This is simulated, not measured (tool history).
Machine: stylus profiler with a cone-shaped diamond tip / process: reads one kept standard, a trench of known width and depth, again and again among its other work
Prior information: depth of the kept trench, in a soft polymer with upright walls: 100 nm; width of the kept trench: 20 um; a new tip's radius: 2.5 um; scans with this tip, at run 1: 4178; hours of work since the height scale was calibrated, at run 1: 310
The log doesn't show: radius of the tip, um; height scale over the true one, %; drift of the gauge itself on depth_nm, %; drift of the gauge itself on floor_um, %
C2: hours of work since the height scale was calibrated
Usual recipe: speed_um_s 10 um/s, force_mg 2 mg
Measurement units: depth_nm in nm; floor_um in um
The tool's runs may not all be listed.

Run 1, hour 0: usual settings; scans with this tip 4178; C2 310. Result: depth_nm 101.24 nm, floor_um 18.57 um.
Run 2, hour 70.6: usual settings; scans with this tip 4777; C2 355. Result: depth_nm 101.29 nm, floor_um 18.5 um.
Run 3, hour 202.9: usual settings but force_mg 2.01 mg; scans with this tip 5899; C2 438. Result: depth_nm 101.24 nm, floor_um 18.57 um.
Run 4, hour 283.9: usual settings but force_mg 5.87 mg; scans with this tip 6585; C2 489. Result: depth_nm 102.57 nm, floor_um 18.6 um.
Run 5, hour 386.6: usual settings but force_mg 2.29 mg; scans with this tip 7456; C2 553. Result: depth_nm 101.34 nm, floor_um 18.55 um.
Run 6, hour 532.3: usual settings; scans with this tip 8691; C2 645. Result: depth_nm 101.28 nm, floor_um 18.56 um.
Run 7, hour 666.9: usual settings; scans with this tip 9832; C2 730. Result: depth_nm 101.23 nm, floor_um 18.56 um.
Run 8, hour 770.6: usual settings but force_mg 3.01 mg; scans with this tip 10711; C2 795. Result: depth_nm 101.61 nm, floor_um 18.5 um.
At hour 827.9: height scale calibrated on a step standard.
Run 9, hour 868.6: usual settings but speed_um_s 12 um/s; scans with this tip 11537; C2 26. Result: depth_nm 101.23 nm, floor_um 18.51 um.
Run 10, hour 1000.1: usual settings but speed_um_s 12 um/s, force_mg 5.19 mg; scans with this tip 12652; C2 108. Result: depth_nm 102.42 nm, floor_um 18.55 um.
Run 11, hour 1139.4: usual settings but speed_um_s 33 um/s; scans with this tip 13833; C2 196. Result: depth_nm 101.26 nm, floor_um 18.41 um.
Run 12, hour 1265.1: usual settings; scans with this tip 14899; C2 275. Result: depth_nm 101.29 nm, floor_um 18.51 um.
Run 13, hour 1369.9: usual settings; scans with this tip 15787; C2 341. Result: depth_nm 101.25 nm, floor_um 18.52 um.
Run 14, hour 1439.8: usual settings; scans with this tip 16380; C2 385. Result: depth_nm 101.25 nm, floor_um 18.56 um.
Run 15, hour 1566.5: usual settings; scans with this tip 17454; C2 465. Result: depth_nm 101.23 nm, floor_um 18.59 um.
Run 16, hour 1679.6: usual settings; scans with this tip 18413; C2 536. Result: depth_nm 101.22 nm, floor_um 18.51 um.
Run 17, hour 1744.3: usual settings; scans with this tip 18961; C2 577. Result: depth_nm 101.24 nm, floor_um 18.56 um.
Run 18, hour 1890.2: usual settings but speed_um_s 8 um/s; scans with this tip 20198; C2 668. Result: depth_nm 101.23 nm, floor_um 18.52 um.
Run 19, hour 1989.5: usual settings but speed_um_s 8 um/s; scans with this tip 21039; C2 731. Result: depth_nm 101.21 nm, floor_um 18.51 um.
Run 20, hour 2111: usual settings but speed_um_s 8 um/s; scans with this tip 22069; C2 807. Result: depth_nm 101.23 nm, floor_um 18.57 um.
At hour 2156.1: height scale calibrated on a step standard.
Run 21, hour 2195.6: usual settings but speed_um_s 8 um/s; scans with this tip 22782; C2 25. Result: depth_nm 101.26 nm, floor_um 18.53 um.
Run 22, hour 2330.2: usual settings but speed_um_s 34 um/s; scans with this tip 23923; C2 110. Result: depth_nm 101.27 nm, floor_um 18.48 um.
At hour 2421.9: new tip fitted, height scale calibrated.
Run 23, hour 2473.6: usual settings; scans with this tip 438; C2 33. Result: depth_nm 101.24 nm, floor_um 18.58 um.
Run 24, hour 2571.8: usual settings; scans with this tip 1271; C2 94. Result: depth_nm 101.26 nm, floor_um 18.58 um.
Run 25, hour 2716: usual settings; scans with this tip 2493; C2 185. Result: depth_nm 101.27 nm, floor_um 18.54 um.
Run 26, hour 2845.6: usual settings but speed_um_s 2 um/s; scans with this tip 3592; C2 267. Result: depth_nm 101.25 nm, floor_um 18.58 um.
Run 27, hour 2971.5: usual settings but force_mg 3.34 mg; scans with this tip 4659; C2 346. Result: depth_nm 101.81 nm, floor_um 18.53 um.
Run 28, hour 3108.2: usual settings but speed_um_s 13 um/s, force_mg 4.2 mg; scans with this tip 5818; C2 432. Result: depth_nm 102.07 nm, floor_um 18.56 um.
Run 29, hour 3198.6: usual settings but speed_um_s 13 um/s, force_mg 4.2 mg; scans with this tip 6584; C2 489. Result: depth_nm 102.07 nm, floor_um 18.52 um.
Run 30, hour 3334.6: usual settings but speed_um_s 6 um/s, force_mg 0.76 mg; scans with this tip 7737; C2 574. Result: depth_nm 100.67 nm, floor_um 18.56 um.
Run 31, hour 3438: usual settings but speed_um_s 4 um/s, force_mg 4.9 mg; scans with this tip 8614; C2 639. Result: depth_nm 102.29 nm, floor_um 18.56 um.
Run 32, hour 3528.1: usual settings but speed_um_s 4 um/s, force_mg 4.9 mg; scans with this tip 9378; C2 696. Result: depth_nm 102.24 nm, floor_um 18.6 um.
Run 33, hour 3586.7: usual settings but speed_um_s 4 um/s, force_mg 4.9 mg; scans with this tip 9874; C2 733. Result: depth_nm 102.26 nm, floor_um 18.58 um.
Run 34, hour 3652.9: usual settings but speed_um_s 4 um/s, force_mg 4.9 mg; scans with this tip 10435; C2 774. Result: depth_nm 102.3 nm, floor_um 18.57 um.
Run 35, hour 3725.4: usual settings but speed_um_s 19 um/s, force_mg 1.92 mg; scans with this tip 11050; C2 820. Result: depth_nm 101.19 nm, floor_um 18.5 um.
At hour 3747.2: height scale calibrated on a step standard.
Run 36, hour 3791.3: usual settings but speed_um_s 19 um/s, force_mg 1.92 mg; scans with this tip 11604; C2 28. Result: depth_nm 101.26 nm, floor_um 18.47 um.
Run 37, hour 3910.9: usual settings but speed_um_s 6 um/s, force_mg 5.4 mg; scans with this tip 12618; C2 103. Result: depth_nm 102.42 nm, floor_um 18.56 um.
Run 38, hour 4013.6: usual settings but speed_um_s 4 um/s, force_mg 1.35 mg; scans with this tip 13489; C2 168. Result: depth_nm 100.98 nm, floor_um 18.56 um.
Run 39, hour 4102.5: usual settings but speed_um_s 15 um/s, force_mg 3.33 mg; scans with this tip 14242; C2 223. Result: depth_nm 101.76 nm, floor_um 18.54 um.
Run 40, hour 4179.4: usual settings but speed_um_s 15 um/s, force_mg 1.36 mg; scans with this tip 14894; C2 272. Result: depth_nm 100.99 nm, floor_um 18.51 um.
Run 41, hour 4319.1: usual settings but speed_um_s 11 um/s, force_mg 1.6 mg; scans with this tip 16078; C2 360. Result: depth_nm 101.05 nm, floor_um 18.58 um.
Run 42, hour 4416.2: usual settings but speed_um_s 11 um/s, force_mg 1.6 mg; scans with this tip 16902; C2 421. Result: depth_nm 101.07 nm, floor_um 18.52 um.
Run 43, hour 4481: usual settings but speed_um_s 12 um/s, force_mg 1.9 mg; scans with this tip 17451; C2 462. Result: depth_nm 101.22 nm, floor_um 18.54 um.
Run 44, hour 4607.3: usual settings but speed_um_s 12 um/s, force_mg 1.9 mg; scans with this tip 18521; C2 541. Result: depth_nm 101.2 nm, floor_um 18.5 um.
Run 45, hour 4666.2: usual settings but speed_um_s 12 um/s, force_mg 1.9 mg; scans with this tip 19021; C2 578. Result: depth_nm 101.17 nm, floor_um 18.49 um.

Consider 5 possible next runs. They are alternatives, not a sequence: every one starts from the tool as it was left by run 45. What does each give?
Run A, hour 4792.9: usual settings but speed_um_s 12 um/s, force_mg 1.03 mg; scans with this tip 20095; C2 658. Result: depth_nm ?, floor_um ?.
Run B, hour 4792.9: usual settings but speed_um_s 12 um/s, force_mg 2.84 mg; scans with this tip 20095; C2 658. Result: depth_nm ?, floor_um ?.
Run C, hour 4792.9: usual settings but speed_um_s 3 um/s, force_mg 2.14 mg; scans with this tip 20095; C2 658. Result: depth_nm ?, floor_um ?.
Run D, hour 4792.9: usual settings but speed_um_s 22 um/s; scans with this tip 20095; C2 658. Result: depth_nm ?, floor_um ?.
Run E, hour 4792.9: usual settings but speed_um_s 25 um/s, force_mg 3.55 mg; scans with this tip 20095; C2 658. Result: depth_nm ?, floor_um ?.

run  depth_nm  floor_um
  A    100.81     18.49
  B    101.55     18.51
  C    101.23     18.55
  D    101.22     18.51
  E    101.86      18.5
What these runs would have given with no unlogged condition in the tool:
run  depth_nm  floor_um
  A    100.82     18.51
  B    101.57     18.52
  C    101.24     18.57
  D    101.24     18.53
  E    101.87     18.52

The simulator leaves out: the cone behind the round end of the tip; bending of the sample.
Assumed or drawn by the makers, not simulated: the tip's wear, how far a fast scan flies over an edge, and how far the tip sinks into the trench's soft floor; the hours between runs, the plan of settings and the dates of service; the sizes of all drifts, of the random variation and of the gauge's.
